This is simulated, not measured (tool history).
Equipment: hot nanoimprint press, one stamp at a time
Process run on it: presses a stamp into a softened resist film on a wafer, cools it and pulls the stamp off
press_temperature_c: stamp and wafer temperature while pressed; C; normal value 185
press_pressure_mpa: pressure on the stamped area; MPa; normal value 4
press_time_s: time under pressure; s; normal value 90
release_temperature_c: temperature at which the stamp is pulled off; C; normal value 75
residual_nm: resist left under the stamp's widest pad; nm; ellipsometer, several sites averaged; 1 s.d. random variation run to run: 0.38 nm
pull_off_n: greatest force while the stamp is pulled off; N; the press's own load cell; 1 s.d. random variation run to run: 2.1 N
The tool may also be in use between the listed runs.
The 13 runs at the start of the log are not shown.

| run | hour | press_temperature_c | press_pressure_mpa | press_time_s | release_temperature_c | residual_nm | pull_off_n |
|---|---|---|---|---|---|---|---|
| 14 | 88.6 | 173 | 4 | 90 | 75 | 263.8 | 107 |
| 15 | 96.8 | 185 | 4 | 90 | 75 | 175.6 | 106 |
| 16 | 105.1 | 185 | 4 | 90 | 69 | 175.6 | 117 |
| 17 | 109.1 | 185 | 4 | 90 | 69 | 175.5 | 119 |
| 18 | 116.5 | 178 | 4 | 71 | 69 | 238.8 | 118 |
| 19 | 123.6 | 178 | 4 | 71 | 69 | 238.2 | 114 |
|  | 126.9 | plate thermocouple calibrated |
| 20 | 132.7 | 178 | 4 | 71 | 69 | 236.9 | 118 |
| 21 | 136.4 | 178 | 4 | 71 | 69 | 237.3 | 114 |
| 22 | 144.3 | 178 | 4 | 71 | 69 | 237.8 | 122 |
| 23 | 150 | 178 | 2.99 | 169 | 69 | 215.1 | 125 |
|  | 155.3 | plate thermocouple calibrated, once more |
| 24 | 161.2 | 180 | 4 | 90 | 79 | 215.1 | 108 |
| 25 | 166.8 | 180 | 4 | 90 | 79 | 215.1 | 108 |
| 26 | 172.2 | 183 | 4 | 134 | 60 | 170.1 | 138 |
| 27 | 176.6 | 183 | 4 | 134 | 60 | 171.2 | 138 |
| 28 | 181 | 185 | 5 | 89 | 75 | 160.2 | 112 |
| 29 | 186.3 | 185 | 4 | 48 | 75 | 215.3 | 117 |
| 30 | 193.3 | 177 | 3.6 | 132 | 79 | 226.1 | 112 |
| 31 | 197.8 | 175 | 3.96 | 165 | 62 | 219.7 | 138 |

Forecast each of these 3 alternatives for the next run:
| A | 202.6 | 185 | 3.35 | 90 | 75 | ? | ? |
| B | 202.6 | 185 | 6.23 | 90 | 80 | ? | ? |
| C | 202.6 | 187 | 4 | 81 | 75 | ? | ? |

| run | residual_nm | pull_off_n |
|---|---|---|
| A | 195.6 | 121 |
| B | 140.3 | 112 |
| C | 171.3 | 117 |
Without the tool's unlogged condition, the same runs would have read:
| run | residual_nm | pull_off_n |
|---|---|---|
| A | 194 | 97 |
| B | 138.1 | 89 |
| C | 169.6 | 93 |

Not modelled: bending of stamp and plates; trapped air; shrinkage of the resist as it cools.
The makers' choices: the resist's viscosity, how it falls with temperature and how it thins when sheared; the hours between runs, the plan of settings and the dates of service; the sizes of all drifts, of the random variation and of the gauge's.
